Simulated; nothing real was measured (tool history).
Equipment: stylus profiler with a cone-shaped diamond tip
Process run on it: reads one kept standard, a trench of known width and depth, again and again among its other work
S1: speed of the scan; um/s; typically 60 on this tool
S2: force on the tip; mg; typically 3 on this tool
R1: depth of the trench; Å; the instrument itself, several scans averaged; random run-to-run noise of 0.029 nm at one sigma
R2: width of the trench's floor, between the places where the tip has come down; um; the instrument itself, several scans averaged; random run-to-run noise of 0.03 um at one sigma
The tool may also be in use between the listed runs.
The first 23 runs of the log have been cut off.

run,hour,S1,S2,R1,R2
24,322.9,60,1.31,1006.6,98.08
25,342,17,7.62,1021.3,98.47
26,356.7,17,7.62,1021,98.43
27,370,17,7.62,1021.4,98.47
28,383.1,169,3.98,1013.3,97.87
29,392.9,169,3.98,1013.6,97.82
30,406.4,169,3.98,1014.2,97.87
31,421.5,35,1.34,1006.3,98.23
32,432.4,118,6.88,1019.4,98.21
33,449.4,25,1.26,1006.3,98.35
34,464.9,27,2.27,1009,98.33
35,475.5,40,8.24,1021.7,98.35
36,488.6,40,8.24,1021.9,98.29
37,501.8,189,3.86,1013.4,97.74
38,512.4,174,3.45,1011.9,97.71
39,531.3,22,1.69,1006.9,98.36
40,550.7,22,1.69,1007,98.32
41,567.2,183,3.18,1011.3,97.65
42,582.7,27,3.36,1011.4,98.29
43,592.3,27,3.36,1011.5,98.39
44,609.2,44,8.43,1022.7,98.29
45,626,23,4.28,1014,98.4
46,644.5,23,4.28,1014.2,98.34
47,653.8,32,4.28,1013.7,98.37

Here are 3 independent what-if runs from the current tool condition. What would each one return?
A,670.2,32,1.29,?,?
B,670.2,89,5.44,?,?
C,670.2,32,7.9,?,?

run,R1,R2
A,1006,98.22
B,1016.8,98.11
C,1021.4,98.38
The same runs, with their run-to-run variation unchanged, on a tool lacking any hidden condition would have given:
run,R1,R2
A,1006.7,98.38
B,1017.5,98.27
C,1022.1,98.54
